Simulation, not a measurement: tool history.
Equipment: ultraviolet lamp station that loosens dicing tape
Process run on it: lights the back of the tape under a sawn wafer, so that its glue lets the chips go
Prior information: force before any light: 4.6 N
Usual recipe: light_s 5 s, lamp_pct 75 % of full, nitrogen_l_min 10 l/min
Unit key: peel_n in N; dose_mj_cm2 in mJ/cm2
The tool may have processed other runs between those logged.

run 1 hour=0 | light_s=5 lamp_pct=75 nitrogen_l_min=10 | peel_n=0.279 dose_mj_cm2=217
run 2 hour=8.9 | light_s=5 lamp_pct=75 nitrogen_l_min=10 | peel_n=0.303 dose_mj_cm2=218
run 3 hour=13.6 | light_s=5 lamp_pct=75 nitrogen_l_min=10 | peel_n=0.29 dose_mj_cm2=214
run 4 hour=20.6 | light_s=5 lamp_pct=75 nitrogen_l_min=10 | peel_n=0.307 dose_mj_cm2=214
run 5 hour=24.4 | light_s=5 lamp_pct=75 nitrogen_l_min=6 | peel_n=0.415 dose_mj_cm2=216
run 6 hour=32.9 | light_s=5 lamp_pct=75 nitrogen_l_min=10 | peel_n=0.303 dose_mj_cm2=215
run 7 hour=40.9 | light_s=5 lamp_pct=75 nitrogen_l_min=10 | peel_n=0.296 dose_mj_cm2=213
run 8 hour=47.8 | light_s=5 lamp_pct=75 nitrogen_l_min=10 | peel_n=0.309 dose_mj_cm2=214
run 9 hour=53.9 | light_s=5 lamp_pct=75 nitrogen_l_min=10 | peel_n=0.304 dose_mj_cm2=212
run 10 hour=61.5 | light_s=5 lamp_pct=75 nitrogen_l_min=10 | peel_n=0.306 dose_mj_cm2=211
run 11 hour=67.4 | light_s=5 lamp_pct=75 nitrogen_l_min=10 | peel_n=0.297 dose_mj_cm2=212
run 12 hour=73.4 | light_s=5 lamp_pct=75 nitrogen_l_min=10 | peel_n=0.306 dose_mj_cm2=212
run 13 hour=79.6 | light_s=5 lamp_pct=75 nitrogen_l_min=10 | peel_n=0.326 dose_mj_cm2=206
run 14 hour=84.3 | light_s=5 lamp_pct=75 nitrogen_l_min=10 | peel_n=0.336 dose_mj_cm2=207
run 15 hour=91 | light_s=5 lamp_pct=92 nitrogen_l_min=10 | peel_n=0.222 dose_mj_cm2=255
run 16 hour=99.8 | light_s=5 lamp_pct=92 nitrogen_l_min=10 | peel_n=0.227 dose_mj_cm2=256
run 17 hour=108 | light_s=5 lamp_pct=92 nitrogen_l_min=10 | peel_n=0.237 dose_mj_cm2=256
run 18 hour=115.9 | light_s=5 lamp_pct=92 nitrogen_l_min=10 | peel_n=0.228 dose_mj_cm2=250
run 19 hour=122.4 | light_s=5 lamp_pct=92 nitrogen_l_min=10 | peel_n=0.241 dose_mj_cm2=254
run 20 hour=129.5 | light_s=5 lamp_pct=92 nitrogen_l_min=10 | peel_n=0.234 dose_mj_cm2=252
run 21 hour=133.9 | light_s=5 lamp_pct=92 nitrogen_l_min=10 | peel_n=0.232 dose_mj_cm2=251
run 22 hour=141.5 | light_s=5 lamp_pct=75 nitrogen_l_min=10 | peel_n=0.332 dose_mj_cm2=207
run 23 hour=146 | light_s=3 lamp_pct=73 nitrogen_l_min=10 | peel_n=0.835 dose_mj_cm2=120
run 24 hour=150.5 | light_s=3 lamp_pct=73 nitrogen_l_min=10 | peel_n=0.838 dose_mj_cm2=117
-- hour=151.7 window cleaned of glue's vapour
run 25 hour=155.9 | light_s=8 lamp_pct=70 nitrogen_l_min=5 | peel_n=0.261 dose_mj_cm2=294
run 26 hour=164 | light_s=3 lamp_pct=70 nitrogen_l_min=8 | peel_n=1.05 dose_mj_cm2=106
-- hour=165.6 window cleaned of glue's vapour, once more
run 27 hour=172.4 | light_s=3 lamp_pct=65 nitrogen_l_min=10 | peel_n=0.771 dose_mj_cm2=124
run 28 hour=181.4 | light_s=3 lamp_pct=74 nitrogen_l_min=10 | peel_n=0.634 dose_mj_cm2=138
run 29 hour=190.2 | light_s=2 lamp_pct=84 nitrogen_l_min=5 | peel_n=1.423 dose_mj_cm2=105
run 30 hour=195.2 | light_s=2 lamp_pct=84 nitrogen_l_min=5 | peel_n=1.383 dose_mj_cm2=107
run 31 hour=200.8 | light_s=2 lamp_pct=84 nitrogen_l_min=5 | peel_n=1.425 dose_mj_cm2=104
run 32 hour=206.3 | light_s=3 lamp_pct=75 nitrogen_l_min=10 | peel_n=0.641 dose_mj_cm2=140
run 33 hour=211 | light_s=3 lamp_pct=84 nitrogen_l_min=10 | peel_n=0.533 dose_mj_cm2=157
run 34 hour=219.4 | light_s=3 lamp_pct=84 nitrogen_l_min=10 | peel_n=0.524 dose_mj_cm2=153
run 35 hour=223.8 | light_s=3 lamp_pct=84 nitrogen_l_min=10 | peel_n=0.521 dose_mj_cm2=154
run 36 hour=231.5 | light_s=3 lamp_pct=84 nitrogen_l_min=10 | peel_n=0.555 dose_mj_cm2=155
run 37 hour=236.1 | light_s=3 lamp_pct=84 nitrogen_l_min=10 | peel_n=0.54 dose_mj_cm2=158
run 38 hour=245 | light_s=4 lamp_pct=88 nitrogen_l_min=4 | peel_n=0.544 dose_mj_cm2=213
run 39 hour=249.1 | light_s=4 lamp_pct=88 nitrogen_l_min=4 | peel_n=0.561 dose_mj_cm2=215
run 40 hour=256.5 | light_s=4 lamp_pct=88 nitrogen_l_min=4 | peel_n=0.557 dose_mj_cm2=213
run 41 hour=264.5 | light_s=5 lamp_pct=63 nitrogen_l_min=10 | peel_n=0.369 dose_mj_cm2=189
run 42 hour=273.7 | light_s=5 lamp_pct=63 nitrogen_l_min=10 | peel_n=0.372 dose_mj_cm2=192
run 43 hour=281.3 | light_s=3 lamp_pct=69 nitrogen_l_min=12 | peel_n=0.673 dose_mj_cm2=124

Here are 4 independent what-if runs from the current tool condition. What would each one return?
run A hour=287.3 | light_s=7 lamp_pct=75 nitrogen_l_min=11 | peel_n=? dose_mj_cm2=?
run B hour=287.3 | light_s=2 lamp_pct=86 nitrogen_l_min=12 | peel_n=? dose_mj_cm2=?
run C hour=287.3 | light_s=6 lamp_pct=84 nitrogen_l_min=4 | peel_n=? dose_mj_cm2=?
run D hour=287.3 | light_s=5 lamp_pct=68 nitrogen_l_min=10 | peel_n=? dose_mj_cm2=?

run=A peel_n=0.19 dose_mj_cm2=311
run=B peel_n=0.911 dose_mj_cm2=107
run=C peel_n=0.3 dose_mj_cm2=301
run=D peel_n=0.318 dose_mj_cm2=207
Stripped of hidden state, with their random variation kept, the same runs would have yielded:
run=A peel_n=0.179 dose_mj_cm2=345
run=B peel_n=0.783 dose_mj_cm2=118
run=C peel_n=0.255 dose_mj_cm2=333
run=D peel_n=0.268 dose_mj_cm2=229
